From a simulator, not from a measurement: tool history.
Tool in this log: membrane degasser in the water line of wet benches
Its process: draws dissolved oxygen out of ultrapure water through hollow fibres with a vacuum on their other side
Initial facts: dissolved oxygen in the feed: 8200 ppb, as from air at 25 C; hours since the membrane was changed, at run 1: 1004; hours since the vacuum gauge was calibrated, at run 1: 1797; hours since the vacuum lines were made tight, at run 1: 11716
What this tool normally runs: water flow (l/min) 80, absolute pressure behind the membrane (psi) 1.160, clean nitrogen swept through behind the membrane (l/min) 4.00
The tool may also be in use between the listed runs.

run,day,water flow (l/min),absolute pressure behind the membrane (psi),clean nitrogen swept through behind the membrane (l/min),hours since the membrane was changed,hours since the vacuum gauge was calibrated,hours since the vacuum lines were made tight,dissolved oxygen in the water behind the degasser (ppb),pressure that the water loses in the fibres (psi)
1,0.000,80,1.160,4.00,1004,1797,11716,228.0,6.379
2,0.858,80,1.160,4.00,1024,1818,11736,227.5,6.342
3,2.317,80,1.160,4.00,1059,1853,11771,227.2,6.334
4,3.375,80,1.160,4.00,1085,1878,11797,227.9,6.379
5,4.533,80,2.408,4.00,1113,1906,11825,582.2,6.348
6,5.658,97,1.160,4.00,1140,1933,11852,284.6,7.729
7,7.188,70,1.160,4.00,1176,1969,11888,196.6,5.562
8,8.567,70,1.160,4.00,1209,2003,11921,197.8,5.568
9,9.850,70,1.160,4.00,1240,2033,11952,197.7,5.581
10,11.125,70,1.160,4.00,1271,2064,11983,197.6,5.571
# day 11.283: vacuum gauge calibrated
11,12.962,111,1.500,3.53,1314,40,12026,505.2,8.798
12,14.942,111,1.500,3.53,1362,88,12074,506.7,8.869
13,15.896,111,1.500,3.53,1385,111,12097,503.3,8.801
14,17.054,60,0.896,6.20,1413,138,12125,73.7,4.791
15,18.971,60,0.896,6.20,1459,184,12171,74.1,4.770
16,20.412,53,0.783,8.01,1493,219,12205,38.3,4.229
# day 21.579: vacuum gauge calibrated, once more
17,22.421,89,0.783,10.66,1541,20,12253,71.4,7.053
18,23.492,89,0.783,10.66,1567,46,12279,71.4,7.094

Below are 3 alternative next runs, each starting from the tool's condition after run 18. Predict each:
A,25.412,81,0.750,6.50,1613,92,12325,?,?
B,25.412,59,1.160,4.00,1613,92,12325,?,?
C,25.412,75,1.606,3.36,1613,92,12325,?,?

run,dissolved oxygen in the water behind the degasser (ppb),pressure that the water loses in the fibres (psi)
A,76.4,6.464
B,165.3,4.683
C,385.3,5.973
Take away the tool's hidden state, keep each run's random variation, and the runs would have read:
run,dissolved oxygen in the water behind the degasser (ppb),pressure that the water loses in the fibres (psi)
A,75.7,6.435
B,163.8,4.663
C,383.2,5.947
